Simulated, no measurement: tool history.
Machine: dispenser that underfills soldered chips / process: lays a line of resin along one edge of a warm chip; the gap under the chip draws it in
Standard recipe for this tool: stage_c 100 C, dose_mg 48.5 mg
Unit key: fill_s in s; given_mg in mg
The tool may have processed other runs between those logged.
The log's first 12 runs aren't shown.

-- hour=163.6 new syringe of resin
run 13 hour=174.6 | stage_c=100 dose_mg=48.5 | fill_s=278.5 given_mg=47.20
-- hour=179.3 new syringe of resin
-- hour=188.1 dispensing valve cleaned and set on the balance
run 14 hour=189.6 | stage_c=100 dose_mg=48.5 | fill_s=256.2 given_mg=48.74
-- hour=196.0 new syringe of resin
run 15 hour=207.0 | stage_c=100 dose_mg=48.5 | fill_s=272.4 given_mg=48.57
-- hour=211.9 new syringe of resin
run 16 hour=214.6 | stage_c=100 dose_mg=48.5 | fill_s=188.8 given_mg=48.25
run 17 hour=224.8 | stage_c=100 dose_mg=48.5 | fill_s=298.5 given_mg=48.15
-- hour=227.6 new syringe of resin
run 18 hour=233.2 | stage_c=100 dose_mg=48.5 | fill_s=213.4 given_mg=48.23
run 19 hour=241.5 | stage_c=115 dose_mg=48.5 | fill_s=184.3 given_mg=48.04
-- hour=243.4 new syringe of resin
run 20 hour=250.7 | stage_c=97 dose_mg=48.9 | fill_s=264.4 given_mg=48.22
run 21 hour=257.8 | stage_c=104 dose_mg=48.7 | fill_s=278.4 given_mg=48.03
-- hour=259.9 new syringe of resin
run 22 hour=271.7 | stage_c=110 dose_mg=62.5 | fill_s=191.6 given_mg=61.43
-- hour=276.2 new syringe of resin
-- hour=278.5 dispensing valve cleaned and set on the balance
run 23 hour=287.4 | stage_c=109 dose_mg=54.7 | fill_s=186.1 given_mg=54.71
-- hour=293.1 new syringe of resin
run 24 hour=304.0 | stage_c=95 dose_mg=61.7 | fill_s=324.7 given_mg=61.15
-- hour=308.9 new syringe of resin
run 25 hour=313.9 | stage_c=111 dose_mg=44.5 | fill_s=141.5 given_mg=44.16
-- hour=324.9 new syringe of resin
run 26 hour=328.9 | stage_c=111 dose_mg=44.5 | fill_s=134.1 given_mg=43.97
run 27 hour=337.6 | stage_c=111 dose_mg=44.5 | fill_s=202.0 given_mg=43.84
-- hour=341.6 new syringe of resin
run 28 hour=351.9 | stage_c=111 dose_mg=44.5 | fill_s=182.4 given_mg=43.74
-- hour=358.1 new syringe of resin
run 29 hour=361.5 | stage_c=111 dose_mg=44.5 | fill_s=133.9 given_mg=43.41
-- hour=368.6 dispensing valve cleaned and set on the balance
run 30 hour=372.9 | stage_c=111 dose_mg=60.5 | fill_s=203.6 given_mg=60.94
-- hour=374.6 new syringe of resin
run 31 hour=386.4 | stage_c=115 dose_mg=53.4 | fill_s=164.6 given_mg=53.26
-- hour=391.1 new syringe of resin
run 32 hour=395.3 | stage_c=100 dose_mg=47.2 | fill_s=194.1 given_mg=46.93
-- hour=407.0 new syringe of resin
run 33 hour=411.1 | stage_c=101 dose_mg=42.3 | fill_s=195.9 given_mg=41.96
-- hour=417.9 stage's temperature calibrated
-- hour=423.6 new syringe of resin
run 34 hour=423.6 | stage_c=101 dose_mg=42.3 | fill_s=179.3 given_mg=41.77
run 35 hour=437.6 | stage_c=85 dose_mg=50.1 | fill_s=620.9 given_mg=49.22

3 ways to go on from here, each from the tool as it stands after run 35. What would each give?
-- hour=439.4 new syringe of resin
run A hour=452.5 | stage_c=97 dose_mg=50.1 | fill_s=? given_mg=?
-- hour=439.4 new syringe of resin
run B hour=452.5 | stage_c=98 dose_mg=42.1 | fill_s=? given_mg=?
-- hour=439.4 new syringe of resin
run C hour=452.5 | stage_c=85 dose_mg=45.0 | fill_s=? given_mg=?

run=A fill_s=357.4 given_mg=48.85
run=B fill_s=368.6 given_mg=41.23
run=C fill_s=601.8 given_mg=44.39
Take away the tool's hidden state, keep each run's random variation, and the runs would have read:
run=A fill_s=196.9 given_mg=49.89
run=B fill_s=202.3 given_mg=42.11
run=C fill_s=330.7 given_mg=45.34

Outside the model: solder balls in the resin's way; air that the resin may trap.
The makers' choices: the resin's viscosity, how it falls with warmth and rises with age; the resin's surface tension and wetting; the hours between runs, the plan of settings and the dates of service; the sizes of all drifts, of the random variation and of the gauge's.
